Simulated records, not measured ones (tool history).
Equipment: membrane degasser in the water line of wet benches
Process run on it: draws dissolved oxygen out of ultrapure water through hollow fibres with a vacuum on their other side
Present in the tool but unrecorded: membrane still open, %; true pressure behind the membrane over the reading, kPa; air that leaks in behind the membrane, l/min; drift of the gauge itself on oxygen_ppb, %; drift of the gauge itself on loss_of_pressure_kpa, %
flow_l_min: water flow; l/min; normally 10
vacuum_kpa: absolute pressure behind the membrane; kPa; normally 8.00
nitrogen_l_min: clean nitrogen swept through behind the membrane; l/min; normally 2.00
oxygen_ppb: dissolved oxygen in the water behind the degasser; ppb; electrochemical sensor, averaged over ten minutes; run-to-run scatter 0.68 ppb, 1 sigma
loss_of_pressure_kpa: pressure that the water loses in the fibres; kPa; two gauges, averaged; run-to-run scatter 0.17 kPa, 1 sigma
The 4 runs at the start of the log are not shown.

| run | hour | flow_l_min | vacuum_kpa | nitrogen_l_min | hours since the membrane was changed | hours since the vacuum gauge was calibrated | hours since the vacuum lines were made tight | oxygen_ppb | loss_of_pressure_kpa |
|---|---|---|---|---|---|---|---|---|---|
| 5 | 590.2 | 10 | 13.21 | 2.00 | 5353 | 4468 | 590 | 128.7 | 27.27 |
| 6 | 699.0 | 10 | 6.96 | 2.00 | 5462 | 4577 | 699 | 56.1 | 27.28 |
| 7 | 903.8 | 10 | 7.37 | 2.00 | 5667 | 4782 | 904 | 59.0 | 27.38 |
| 8 | 1107.8 | 10 | 7.37 | 2.00 | 5871 | 4986 | 1108 | 60.3 | 27.29 |
| 9 | 1230.6 | 10 | 7.37 | 2.00 | 5993 | 5108 | 1231 | 60.5 | 27.65 |
| 10 | 1411.0 | 10 | 7.37 | 2.00 | 6174 | 5289 | 1411 | 63.1 | 27.45 |
| 11 | 1581.4 | 10 | 7.37 | 2.00 | 6344 | 5459 | 1581 | 61.0 | 27.51 |
| 12 | 1730.6 | 10 | 7.37 | 2.00 | 6493 | 5608 | 1731 | 60.8 | 27.43 |
| 13 | 1821.6 | 10 | 6.08 | 2.00 | 6584 | 5699 | 1822 | 45.6 | 27.43 |
| 14 | 2017.7 | 10 | 6.08 | 2.00 | 6780 | 5896 | 2018 | 45.3 | 27.48 |
| 15 | 2127.8 | 10 | 6.08 | 2.00 | 6891 | 6006 | 2128 | 45.8 | 27.80 |
| 16 | 2323.7 | 10 | 8.00 | 2.00 | 7086 | 6201 | 2324 | 69.8 | 27.75 |
| 17 | 2461.4 | 10 | 8.00 | 3.54 | 7224 | 6339 | 2461 | 41.8 | 28.02 |
| 18 | 2624.7 | 7 | 12.60 | 1.32 | 7387 | 6502 | 2625 | 131.4 | 19.60 |
| 19 | 2715.9 | 7 | 12.60 | 1.32 | 7479 | 6594 | 2716 | 130.6 | 19.72 |

What does the tool deliver on the next run?
| 20 | 2809.1 | 7 | 6.89 | 1.89 | 7572 | 6687 | 2809 | ? | ? |

Run 20 produced oxygen_ppb 41.3 ppb, loss_of_pressure_kpa 19.45 kPa.
Take away the tool's hidden state, keep the run-to-run variation as it was, and the same run would have given oxygen_ppb 35.0 ppb, loss_of_pressure_kpa 17.98 kPa.
